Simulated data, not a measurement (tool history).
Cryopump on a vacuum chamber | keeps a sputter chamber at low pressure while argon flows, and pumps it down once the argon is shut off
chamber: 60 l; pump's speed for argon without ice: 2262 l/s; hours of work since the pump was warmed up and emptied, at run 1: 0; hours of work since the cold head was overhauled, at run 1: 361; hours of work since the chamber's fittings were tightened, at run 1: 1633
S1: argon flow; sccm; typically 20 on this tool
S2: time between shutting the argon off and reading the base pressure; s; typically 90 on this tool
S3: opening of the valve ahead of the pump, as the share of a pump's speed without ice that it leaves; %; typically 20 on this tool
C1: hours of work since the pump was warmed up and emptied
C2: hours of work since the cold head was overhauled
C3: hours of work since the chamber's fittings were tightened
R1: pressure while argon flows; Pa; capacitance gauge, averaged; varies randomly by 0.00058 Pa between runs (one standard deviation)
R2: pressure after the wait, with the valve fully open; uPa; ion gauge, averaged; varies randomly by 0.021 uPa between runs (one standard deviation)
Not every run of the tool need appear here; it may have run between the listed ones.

{"run": 1, "hour": 0.0, "S1": 20, "S2": 90, "S3": 20, "C1": 0, "C2": 361, "C3": 1633, "R1": 0.0756, "R2": 1.44}
{"run": 2, "hour": 47.8, "S1": 20, "S2": 40, "S3": 20, "C1": 29, "C2": 390, "C3": 1662, "R1": 0.0758, "R2": 1.91}
{"run": 3, "hour": 87.5, "S1": 20, "S2": 40, "S3": 20, "C1": 54, "C2": 414, "C3": 1686, "R1": 0.0754, "R2": 1.93}
{"run": 4, "hour": 140.7, "S1": 20, "S2": 90, "S3": 20, "C1": 86, "C2": 447, "C3": 1719, "R1": 0.0763, "R2": 1.63}
{"run": 5, "hour": 202.0, "S1": 20, "S2": 90, "S3": 20, "C1": 124, "C2": 484, "C3": 1756, "R1": 0.0774, "R2": 1.68}
{"run": 6, "hour": 249.9, "S1": 20, "S2": 90, "S3": 28, "C1": 153, "C2": 514, "C3": 1786, "R1": 0.0562, "R2": 1.79}
{"run": 7, "hour": 291.9, "S1": 20, "S2": 162, "S3": 20, "C1": 179, "C2": 539, "C3": 1811, "R1": 0.0784, "R2": 1.66}
{"run": 8, "hour": 324.4, "S1": 20, "S2": 162, "S3": 20, "C1": 198, "C2": 559, "C3": 1831, "R1": 0.0796, "R2": 1.73}
{"run": 9, "hour": 352.7, "S1": 20, "S2": 162, "S3": 20, "C1": 216, "C2": 577, "C3": 1849, "R1": 0.0792, "R2": 1.82}
{"run": 10, "hour": 416.2, "S1": 20, "S2": 162, "S3": 20, "C1": 255, "C2": 615, "C3": 1887, "R1": 0.0809, "R2": 1.95}
{"run": 11, "hour": 471.6, "S1": 16, "S2": 90, "S3": 20, "C1": 288, "C2": 649, "C3": 1921, "R1": 0.0662, "R2": 2.16}
{"hour": 506.5, "done": "leaking fittings of the chamber tightened, without venting"}
{"run": 12, "hour": 531.3, "S1": 20, "S2": 90, "S3": 17, "C1": 324, "C2": 685, "C3": 15, "R1": 0.0966, "R2": 0.55}
{"hour": 542.1, "done": "pump warmed up, emptied and cooled again"}
{"run": 13, "hour": 566.1, "S1": 20, "S2": 90, "S3": 17, "C1": 15, "C2": 703, "C3": 33, "R1": 0.0875, "R2": 0.5}
{"run": 14, "hour": 633.3, "S1": 20, "S2": 90, "S3": 28, "C1": 56, "C2": 744, "C3": 74, "R1": 0.0546, "R2": 0.53}
{"run": 15, "hour": 671.6, "S1": 20, "S2": 90, "S3": 28, "C1": 79, "C2": 767, "C3": 98, "R1": 0.0536, "R2": 0.54}
{"run": 16, "hour": 735.3, "S1": 20, "S2": 90, "S3": 28, "C1": 118, "C2": 806, "C3": 137, "R1": 0.0568, "R2": 0.6}
{"run": 17, "hour": 781.2, "S1": 20, "S2": 94, "S3": 20, "C1": 146, "C2": 834, "C3": 165, "R1": 0.0786, "R2": 0.57}
{"run": 18, "hour": 841.2, "S1": 20, "S2": 94, "S3": 20, "C1": 183, "C2": 871, "C3": 202, "R1": 0.0781, "R2": 0.64}
{"run": 19, "hour": 878.5, "S1": 20, "S2": 94, "S3": 20, "C1": 206, "C2": 894, "C3": 224, "R1": 0.0789, "R2": 0.65}
{"run": 20, "hour": 932.1, "S1": 8, "S2": 94, "S3": 20, "C1": 239, "C2": 927, "C3": 257, "R1": 0.0319, "R2": 0.72}
{"run": 21, "hour": 967.3, "S1": 30, "S2": 90, "S3": 20, "C1": 260, "C2": 948, "C3": 279, "R1": 0.121, "R2": 0.78}
{"run": 22, "hour": 1023.9, "S1": 21, "S2": 134, "S3": 36, "C1": 295, "C2": 983, "C3": 313, "R1": 0.0503, "R2": 0.68}
{"run": 23, "hour": 1060.2, "S1": 38, "S2": 64, "S3": 40, "C1": 317, "C2": 1005, "C3": 336, "R1": 0.0852, "R2": 0.94}
{"hour": 1079.3, "done": "pump warmed up, emptied and cooled again"}
{"run": 24, "hour": 1099.3, "S1": 38, "S2": 64, "S3": 40, "C1": 12, "C2": 1026, "C3": 356, "R1": 0.0722, "R2": 0.81}
{"run": 25, "hour": 1138.4, "S1": 29, "S2": 268, "S3": 45, "C1": 36, "C2": 1050, "C3": 380, "R1": 0.0492, "R2": 0.5}
{"run": 26, "hour": 1198.6, "S1": 32, "S2": 42, "S3": 24, "C1": 73, "C2": 1087, "C3": 417, "R1": 0.1027, "R2": 1.13}
{"run": 27, "hour": 1245.9, "S1": 18, "S2": 90, "S3": 19, "C1": 102, "C2": 1116, "C3": 446, "R1": 0.0728, "R2": 0.8}
{"run": 28, "hour": 1315.6, "S1": 33, "S2": 275, "S3": 42, "C1": 145, "C2": 1158, "C3": 489, "R1": 0.0635, "R2": 0.63}
{"run": 29, "hour": 1348.6, "S1": 33, "S2": 275, "S3": 42, "C1": 165, "C2": 1178, "C3": 509, "R1": 0.0641, "R2": 0.68}
{"run": 30, "hour": 1388.3, "S1": 21, "S2": 56, "S3": 54, "C1": 189, "C2": 1203, "C3": 533, "R1": 0.033, "R2": 1.16}
{"run": 31, "hour": 1421.6, "S1": 21, "S2": 56, "S3": 54, "C1": 209, "C2": 1223, "C3": 554, "R1": 0.0347, "R2": 1.15}
{"run": 32, "hour": 1470.4, "S1": 21, "S2": 56, "S3": 54, "C1": 239, "C2": 1253, "C3": 583, "R1": 0.034, "R2": 1.22}
{"run": 33, "hour": 1502.2, "S1": 21, "S2": 56, "S3": 54, "C1": 259, "C2": 1272, "C3": 603, "R1": 0.0347, "R2": 1.23}
{"run": 34, "hour": 1554.3, "S1": 21, "S2": 56, "S3": 54, "C1": 291, "C2": 1304, "C3": 635, "R1": 0.0364, "R2": 1.27}

Forecast each of these 3 alternatives for the next run:
{"run": "A", "hour": 1587.5, "S1": 8, "S2": 91, "S3": 19, "C1": 311, "C2": 1324, "C3": 655, "R1": "?", "R2": "?"}
{"run": "B", "hour": 1587.5, "S1": 21, "S2": 56, "S3": 38, "C1": 311, "C2": 1324, "C3": 655, "R1": "?", "R2": "?"}
{"run": "C", "hour": 1587.5, "S1": 10, "S2": 90, "S3": 35, "C1": 311, "C2": 1324, "C3": 655, "R1": "?", "R2": "?"}

run=A R1=0.0332 R2=1.10
run=B R1=0.0482 R2=1.31
run=C R1=0.0248 R2=1.12
Had the tool no hidden state, the same runs would have come out as:
run=A R1=0.0303 R2=0.43
run=B R1=0.0405 R2=0.64
run=C R1=0.0211 R2=0.45
